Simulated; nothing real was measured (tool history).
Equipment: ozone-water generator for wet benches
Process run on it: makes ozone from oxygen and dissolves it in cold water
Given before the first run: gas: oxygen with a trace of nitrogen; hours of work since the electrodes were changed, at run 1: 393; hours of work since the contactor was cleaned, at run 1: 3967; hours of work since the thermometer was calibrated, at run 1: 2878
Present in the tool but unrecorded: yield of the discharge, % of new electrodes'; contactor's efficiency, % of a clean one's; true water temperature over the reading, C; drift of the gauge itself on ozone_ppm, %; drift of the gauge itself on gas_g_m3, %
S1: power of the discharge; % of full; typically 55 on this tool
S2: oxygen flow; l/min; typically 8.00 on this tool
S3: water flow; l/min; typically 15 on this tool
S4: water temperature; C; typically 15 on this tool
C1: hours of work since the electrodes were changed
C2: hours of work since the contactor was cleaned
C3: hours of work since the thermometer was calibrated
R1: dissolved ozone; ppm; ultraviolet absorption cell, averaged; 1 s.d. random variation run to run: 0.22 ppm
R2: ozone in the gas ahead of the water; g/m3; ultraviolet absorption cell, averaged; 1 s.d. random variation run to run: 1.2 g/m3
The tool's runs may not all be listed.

run 1 hour=0.0 | S1=55 S2=8.00 S3=15 S4=15 | C1=393 C2=3967 C3=2878 | R1=32.2 R2=228.4
run 2 hour=76.4 | S1=55 S2=4.35 S3=15 S4=15 | C1=464 C2=4038 C3=2950 | R1=33.7 R2=315.2
run 3 hour=133.5 | S1=55 S2=4.35 S3=15 S4=15 | C1=518 C2=4092 C3=3003 | R1=33.6 R2=313.7
run 4 hour=227.7 | S1=55 S2=4.35 S3=15 S4=15 | C1=606 C2=4180 C3=3092 | R1=34.0 R2=316.8
run 5 hour=295.3 | S1=55 S2=4.35 S3=15 S4=15 | C1=669 C2=4243 C3=3155 | R1=33.2 R2=316.7
run 6 hour=352.8 | S1=55 S2=4.35 S3=15 S4=15 | C1=723 C2=4297 C3=3209 | R1=33.8 R2=311.8
run 7 hour=399.6 | S1=55 S2=8.00 S3=15 S4=15 | C1=767 C2=4341 C3=3253 | R1=32.2 R2=224.4
run 8 hour=446.5 | S1=55 S2=8.00 S3=15 S4=15 | C1=811 C2=4385 C3=3297 | R1=32.5 R2=225.3
run 9 hour=530.4 | S1=55 S2=8.00 S3=15 S4=15 | C1=889 C2=4463 C3=3375 | R1=32.2 R2=224.7
run 10 hour=623.8 | S1=44 S2=8.00 S3=15 S4=15 | C1=977 C2=4551 C3=3463 | R1=27.5 R2=193.1
run 11 hour=725.9 | S1=44 S2=8.00 S3=15 S4=15 | C1=1072 C2=4646 C3=3558 | R1=27.9 R2=193.8
run 12 hour=798.3 | S1=55 S2=13.90 S3=15 S4=15 | C1=1140 C2=4714 C3=3626 | R1=28.5 R2=166.6
run 13 hour=907.9 | S1=55 S2=4.31 S3=15 S4=15 | C1=1243 C2=4817 C3=3729 | R1=33.1 R2=317.0
run 14 hour=953.4 | S1=55 S2=4.31 S3=15 S4=15 | C1=1286 C2=4860 C3=3771 | R1=33.1 R2=313.6
run 15 hour=1029.4 | S1=49 S2=4.31 S3=15 S4=15 | C1=1357 C2=4931 C3=3842 | R1=30.6 R2=290.2
run 16 hour=1125.6 | S1=49 S2=4.31 S3=15 S4=15 | C1=1447 C2=5021 C3=3933 | R1=30.6 R2=290.4
run 17 hour=1201.1 | S1=55 S2=8.00 S3=15 S4=15 | C1=1517 C2=5092 C3=4003 | R1=31.4 R2=225.8
run 18 hour=1246.4 | S1=40 S2=8.00 S3=15 S4=8 | C1=1560 C2=5134 C3=4046 | R1=29.5 R2=182.6
run 19 hour=1325.6 | S1=40 S2=8.68 S3=15 S4=22 | C1=1634 C2=5208 C3=4120 | R1=22.2 R2=177.0
run 20 hour=1382.6 | S1=57 S2=8.00 S3=15 S4=18 | C1=1687 C2=5261 C3=4173 | R1=30.4 R2=228.6
run 21 hour=1429.1 | S1=94 S2=8.00 S3=15 S4=9 | C1=1731 C2=5305 C3=4217 | R1=50.1 R2=317.0
run 22 hour=1487.2 | S1=49 S2=9.89 S3=15 S4=9 | C1=1785 C2=5359 C3=4271 | R1=32.2 R2=185.4
run 23 hour=1539.3 | S1=49 S2=9.89 S3=17 S4=13 | C1=1834 C2=5408 C3=4320 | R1=27.7 R2=184.7
run 24 hour=1607.3 | S1=44 S2=8.22 S3=13 S4=8 | C1=1898 C2=5472 C3=4384 | R1=34.3 R2=191.5
run 25 hour=1657.5 | S1=44 S2=8.22 S3=13 S4=8 | C1=1945 C2=5519 C3=4431 | R1=34.0 R2=191.6
run 26 hour=1762.2 | S1=40 S2=10.49 S3=15 S4=15 | C1=2043 C2=5617 C3=4529 | R1=24.7 R2=158.2
-- hour=1849.3 water thermometer calibrated
run 27 hour=1869.8 | S1=51 S2=8.00 S3=15 S4=10 | C1=2143 C2=5717 C3=19 | R1=33.1 R2=210.9
run 28 hour=1972.9 | S1=51 S2=8.00 S3=15 S4=10 | C1=2240 C2=5814 C3=116 | R1=32.9 R2=210.7
run 29 hour=2060.3 | S1=62 S2=8.00 S3=18 S4=10 | C1=2322 C2=5896 C3=198 | R1=32.9 R2=241.4
run 30 hour=2115.8 | S1=62 S2=8.00 S3=18 S4=10 | C1=2374 C2=5948 C3=250 | R1=32.9 R2=240.5
run 31 hour=2200.7 | S1=62 S2=11.31 S3=18 S4=10 | C1=2453 C2=6027 C3=329 | R1=32.0 R2=199.7
run 32 hour=2300.7 | S1=53 S2=11.31 S3=18 S4=10 | C1=2547 C2=6121 C3=423 | R1=28.6 R2=179.8
run 33 hour=2374.1 | S1=97 S2=10.78 S3=22 S4=16 | C1=2616 C2=6190 C3=491 | R1=32.9 R2=269.2

Describe how what the log doesn't record of the tool's condition differs between the last listed run preceding each entry between runs and the first listed run following it.
Runs 26 to 27: water thermometer calibrated (hour 1849.3)
  yield of the discharge, % of new electrodes': 97.7 -> 97.6; contactor's efficiency, % of a clean one's: 95 -> 94.9; true water temperature over the reading, C: 0.24 -> 0.11
  difference, measured minus the result without the unlogged condition, R1: -1.2 -> -1.7 ppm; R2: -2.3 -> -4.2 g/m3
